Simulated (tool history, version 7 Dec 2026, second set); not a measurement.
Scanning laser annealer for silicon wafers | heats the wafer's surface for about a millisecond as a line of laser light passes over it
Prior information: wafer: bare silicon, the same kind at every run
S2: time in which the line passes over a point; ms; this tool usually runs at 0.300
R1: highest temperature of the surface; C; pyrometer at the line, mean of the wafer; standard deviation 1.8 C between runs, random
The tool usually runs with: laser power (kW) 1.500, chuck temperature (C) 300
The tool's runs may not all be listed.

run 1 hour=0.0 | laser_power_(kW)=1.500 S2=0.300 chuck_temperature_(C)=300 | R1=989
run 2 hour=45.4 | laser_power_(kW)=1.500 S2=0.300 chuck_temperature_(C)=317 | R1=1002
run 3 hour=77.7 | laser_power_(kW)=1.500 S2=0.300 chuck_temperature_(C)=317 | R1=1000
-- hour=90.7 window over the wafer cleaned
run 4 hour=120.2 | laser_power_(kW)=1.500 S2=0.300 chuck_temperature_(C)=321 | R1=1040
run 5 hour=140.9 | laser_power_(kW)=1.500 S2=0.300 chuck_temperature_(C)=321 | R1=1040
run 6 hour=185.8 | laser_power_(kW)=1.500 S2=0.300 chuck_temperature_(C)=321 | R1=1036
run 7 hour=210.0 | laser_power_(kW)=1.500 S2=0.300 chuck_temperature_(C)=321 | R1=1038
run 8 hour=254.8 | laser_power_(kW)=1.500 S2=0.358 chuck_temperature_(C)=300 | R1=1078
run 9 hour=290.6 | laser_power_(kW)=1.500 S2=0.358 chuck_temperature_(C)=300 | R1=1078
run 10 hour=317.8 | laser_power_(kW)=1.500 S2=0.300 chuck_temperature_(C)=300 | R1=1013
run 11 hour=357.6 | laser_power_(kW)=1.500 S2=0.300 chuck_temperature_(C)=300 | R1=1009
run 12 hour=384.7 | laser_power_(kW)=1.500 S2=0.300 chuck_temperature_(C)=300 | R1=1009
run 13 hour=415.6 | laser_power_(kW)=1.500 S2=0.300 chuck_temperature_(C)=300 | R1=1006
run 14 hour=435.4 | laser_power_(kW)=1.500 S2=0.300 chuck_temperature_(C)=300 | R1=1009
run 15 hour=468.5 | laser_power_(kW)=1.500 S2=0.300 chuck_temperature_(C)=300 | R1=1006
run 16 hour=514.9 | laser_power_(kW)=1.500 S2=0.244 chuck_temperature_(C)=300 | R1=937
run 17 hour=539.0 | laser_power_(kW)=1.500 S2=0.300 chuck_temperature_(C)=300 | R1=1005
run 18 hour=578.6 | laser_power_(kW)=1.500 S2=0.335 chuck_temperature_(C)=300 | R1=1039
run 19 hour=623.4 | laser_power_(kW)=1.500 S2=0.335 chuck_temperature_(C)=300 | R1=1042
run 20 hour=651.4 | laser_power_(kW)=1.500 S2=0.335 chuck_temperature_(C)=300 | R1=1037
run 21 hour=685.0 | laser_power_(kW)=1.355 S2=0.274 chuck_temperature_(C)=300 | R1=905
run 22 hour=710.2 | laser_power_(kW)=1.355 S2=0.274 chuck_temperature_(C)=300 | R1=906
run 23 hour=752.3 | laser_power_(kW)=1.470 S2=0.320 chuck_temperature_(C)=263 | R1=963
run 24 hour=798.4 | laser_power_(kW)=1.335 S2=0.310 chuck_temperature_(C)=300 | R1=931
-- hour=806.1 optics aligned, line set to its width
run 25 hour=827.3 | laser_power_(kW)=1.500 S2=0.300 chuck_temperature_(C)=287 | R1=990
run 26 hour=866.7 | laser_power_(kW)=1.500 S2=0.300 chuck_temperature_(C)=287 | R1=989
run 27 hour=907.2 | laser_power_(kW)=1.516 S2=0.300 chuck_temperature_(C)=300 | R1=1006
run 28 hour=946.7 | laser_power_(kW)=1.467 S2=0.300 chuck_temperature_(C)=291 | R1=977
run 29 hour=989.4 | laser_power_(kW)=1.324 S2=0.218 chuck_temperature_(C)=337 | R1=870
run 30 hour=1022.6 | laser_power_(kW)=1.500 S2=0.300 chuck_temperature_(C)=266 | R1=960
run 31 hour=1046.7 | laser_power_(kW)=1.500 S2=0.300 chuck_temperature_(C)=266 | R1=961
run 32 hour=1071.5 | laser_power_(kW)=1.500 S2=0.300 chuck_temperature_(C)=266 | R1=958
run 33 hour=1102.5 | laser_power_(kW)=1.500 S2=0.300 chuck_temperature_(C)=266 | R1=956
run 34 hour=1130.3 | laser_power_(kW)=1.489 S2=0.300 chuck_temperature_(C)=291 | R1=979
run 35 hour=1169.8 | laser_power_(kW)=1.309 S2=0.277 chuck_temperature_(C)=278 | R1=864
-- hour=1212.7 window over the wafer cleaned
run 36 hour=1212.9 | laser_power_(kW)=1.309 S2=0.277 chuck_temperature_(C)=278 | R1=898
run 37 hour=1242.6 | laser_power_(kW)=1.399 S2=0.218 chuck_temperature_(C)=270 | R1=852
run 38 hour=1281.1 | laser_power_(kW)=1.500 S2=0.219 chuck_temperature_(C)=320 | R1=945
run 39 hour=1314.4 | laser_power_(kW)=1.610 S2=0.261 chuck_temperature_(C)=314 | R1=1040
run 40 hour=1341.0 | laser_power_(kW)=1.303 S2=0.361 chuck_temperature_(C)=336 | R1=1027

Alternative continuations, all from the tool just after run 40; predict every row:
run A hour=1377.3 | laser_power_(kW)=1.525 S2=0.241 chuck_temperature_(C)=302 | R1=?
run B hour=1377.3 | laser_power_(kW)=1.646 S2=0.279 chuck_temperature_(C)=335 | R1=?
run C hour=1377.3 | laser_power_(kW)=1.368 S2=0.312 chuck_temperature_(C)=261 | R1=?
run D hour=1377.3 | laser_power_(kW)=1.387 S2=0.283 chuck_temperature_(C)=260 | R1=?

run=A R1=960
run=B R1=1097
run=C R1=936
run=D R1=911
With no hidden state in the tool, these same runs would have given:
run=A R1=969
run=B R1=1107
run=C R1=945
run=D R1=920
